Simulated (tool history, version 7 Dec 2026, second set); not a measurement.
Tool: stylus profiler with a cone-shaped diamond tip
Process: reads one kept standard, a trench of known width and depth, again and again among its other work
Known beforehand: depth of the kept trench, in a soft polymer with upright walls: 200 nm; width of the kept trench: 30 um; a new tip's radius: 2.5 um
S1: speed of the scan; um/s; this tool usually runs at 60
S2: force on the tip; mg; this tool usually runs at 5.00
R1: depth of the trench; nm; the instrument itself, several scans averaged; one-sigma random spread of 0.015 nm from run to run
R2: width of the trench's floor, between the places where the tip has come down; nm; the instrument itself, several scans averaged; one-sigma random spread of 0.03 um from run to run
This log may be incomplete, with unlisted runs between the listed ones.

Run 1, hour 0.0: usual settings. Result: R1 205.31 nm, R2 27780 nm.
Run 2, hour 12.6: usual settings but S1 37 um/s. Result: R1 205.30 nm, R2 27820 nm.
Run 3, hour 28.2: usual settings. Result: R1 205.28 nm, R2 27900 nm.
Run 4, hour 42.8: usual settings. Result: R1 205.24 nm, R2 27800 nm.
Run 5, hour 49.8: usual settings but S2 2.02 mg. Result: R1 202.85 nm, R2 27750 nm.
Run 6, hour 65.2: usual settings but S2 2.02 mg. Result: R1 202.85 nm, R2 27770 nm.
Run 7, hour 76.2: usual settings but S1 119 um/s. Result: R1 205.29 nm, R2 27680 nm.
Run 8, hour 84.5: usual settings. Result: R1 205.28 nm, R2 27840 nm.
Run 9, hour 92.3: usual settings but S2 3.66 mg. Result: R1 204.27 nm, R2 27750 nm.
Run 10, hour 99.1: usual settings but S2 1.87 mg. Result: R1 202.68 nm, R2 27760 nm.
Run 11, hour 113.4: usual settings but S1 17 um/s, S2 1.98 mg. Result: R1 202.78 nm, R2 27880 nm.
Run 12, hour 126.9: usual settings but S1 15 um/s, S2 1.84 mg. Result: R1 202.65 nm, R2 27900 nm.
At hour 128.1: height scale calibrated on a step standard.
Run 13, hour 134.3: usual settings but S1 28 um/s, S2 3.25 mg. Result: R1 203.87 nm, R2 27850 nm.
Run 14, hour 149.9: usual settings but S1 43 um/s, S2 12.39 mg. Result: R1 209.67 nm, R2 27890 nm.

Run 15 is up next; what results do you expect?
At hour 154.8: height scale calibrated on a step standard, once more.
Run 15, hour 159.8: usual settings but S1 42 um/s, S2 9.78 mg. Result: R1 ?, R2 ?.

R1: 208.27 nm
R2: 27850 nm
On a tool with no hidden condition, and with the same random variation, this run would have come out at R1 208.35 nm, R2 28010 nm.

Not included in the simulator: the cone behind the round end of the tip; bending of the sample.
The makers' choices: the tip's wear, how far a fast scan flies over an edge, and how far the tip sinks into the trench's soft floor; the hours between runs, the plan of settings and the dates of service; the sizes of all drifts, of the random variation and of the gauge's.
